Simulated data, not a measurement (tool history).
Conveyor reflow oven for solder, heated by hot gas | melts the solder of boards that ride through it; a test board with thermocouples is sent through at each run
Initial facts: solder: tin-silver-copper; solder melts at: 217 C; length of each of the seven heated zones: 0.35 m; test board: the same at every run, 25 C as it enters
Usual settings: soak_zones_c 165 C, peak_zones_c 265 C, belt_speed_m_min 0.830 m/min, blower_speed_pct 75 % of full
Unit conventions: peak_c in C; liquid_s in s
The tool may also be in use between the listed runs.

run,hour,soak_zones_c,peak_zones_c,belt_speed_m_min,blower_speed_pct,peak_c,liquid_s
1,0.0,165,265,0.830,75,250.0,35.2
# hour 30.0: flux residue cleaned out of gas plates and filters
2,39.7,165,265,0.830,75,248.5,34.9
3,82.5,165,265,0.765,75,250.6,38.8
4,112.7,165,265,0.830,58,243.3,30.8
# hour 151.2: belt drive overhauled, speed set with a stopwatch
5,151.2,165,265,0.830,58,243.3,30.2
6,186.1,165,265,0.830,58,243.8,30.1
7,225.6,165,265,0.830,58,243.2,30.2
8,256.5,165,265,0.830,58,243.6,29.9
# hour 294.7: flux residue cleaned out of gas plates and filters, once more
9,304.8,165,265,0.830,58,245.2,32.2
10,338.9,154,265,0.842,75,248.8,31.9
11,362.3,154,265,0.842,75,248.6,32.1
12,399.3,165,261,0.856,75,245.2,32.0
13,445.6,162,261,0.858,75,245.5,31.0
14,493.6,162,261,0.858,75,244.6,31.1
15,541.3,168,274,0.756,75,261.6,45.4
16,592.5,163,261,0.830,75,246.0,32.9
17,633.6,165,265,0.664,75,255.2,48.9

Below are 4 alternative next runs, each starting from the tool's condition after run 17. Predict each:
A,662.0,163,265,0.878,75,?,?
B,662.0,153,265,0.761,70,?,?
C,662.0,165,265,0.752,63,?,?
D,662.0,165,265,0.955,75,?,?

run,peak_c,liquid_s
A,247.8,31.7
B,249.0,36.1
C,249.9,38.5
D,244.9,27.4
Stripped of hidden state, with their random variation kept, the same runs would have yielded:
run,peak_c,liquid_s
A,249.6,32.7
B,250.8,37.1
C,251.6,39.4
D,246.8,28.5
